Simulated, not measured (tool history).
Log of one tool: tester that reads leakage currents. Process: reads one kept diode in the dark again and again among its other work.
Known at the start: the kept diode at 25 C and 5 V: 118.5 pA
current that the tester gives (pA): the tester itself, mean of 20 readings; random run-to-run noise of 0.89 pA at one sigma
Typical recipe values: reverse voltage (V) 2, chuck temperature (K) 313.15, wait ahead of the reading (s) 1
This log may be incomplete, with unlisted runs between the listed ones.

run,day,reverse voltage (V),chuck temperature (K),wait ahead of the reading (s),current that the tester gives (pA)
1,0,2,313.15,1,332.62
2,1.017,2,313.15,0.77,333.59
3,2.038,2,313.15,0.77,336.71
4,3.267,2,313.15,0.77,337.21
5,4.15,1.48,313.15,0.77,297.05
6,5.125,1.48,313.15,0.77,299.18
7,6,1.48,313.15,0.77,298.29
8,7.142,2,313.15,1.62,342.5
9,8.675,2,313.15,1.62,344.36
10,9.896,13.09,313.15,1,785.31
11,10.85,13.09,313.15,1,792.5
12,11.592,4,313.15,1,469.68
13,12.446,4,313.15,1,471.68
14,13.792,4,313.15,1,473.21
15,14.883,4,313.15,1,476.03
16,16.35,2.85,313.15,1,411.13
17,17.425,2.85,313.15,1,414.5
18,18.862,2,313.15,1,356.41
19,20.388,2,313.15,1,356.45
20,21.454,2,313.15,1,361.15
21,22.983,2,313.15,1,362.91
22,23.708,2,315.15,2.28,425.63
23,24.442,1.27,313.15,1.64,299.86
# day 25.517: probe card cleaned and baked
24,25.625,1.27,317.15,0.71,410.14
# day 26.104: chuck's temperature calibrated
25,26.883,1.01,302.15,0.34,86.47
26,27.738,2,329.15,0.37,1048.63
27,29.158,1.66,329.15,4.47,970.22
28,30.567,4.4,301.15,8.26,149
29,31.975,2,331.15,1,1225.91
30,33.067,2,331.15,1,1233.8
31,33.846,3.58,331.15,1,1579.39
32,35.292,7.72,316.15,1.06,691.71
33,36.204,4.86,314.15,1.21,485.66
34,37.108,4.86,314.15,1.21,487.3
35,38.304,4.86,314.15,1.21,488.57
36,39.312,4.86,314.15,1.21,491.99
37,40.742,4.86,314.15,1.21,495.83
38,41.862,2,313.15,3.83,313.74
39,43.288,6.94,308.15,3.14,353.94
40,44.308,6.94,308.15,3.14,356.8

Consider 4 possible next runs. They are alternatives, not a sequence: every one starts from the tool as it was left by run 40. What does each give?
A,45.633,6.94,303.15,1.35,?
B,45.633,1.99,308.15,0.41,?
C,45.633,2,305.15,1,?
D,45.633,17.48,323.15,1,?

run,current that the tester gives (pA)
A,235.2
B,208.3
C,162.48
D,1782.86
Without the tool's hidden state the same runs would have given:
run,current that the tester gives (pA)
A,214.93
B,193.49
C,150.42
D,1665.2
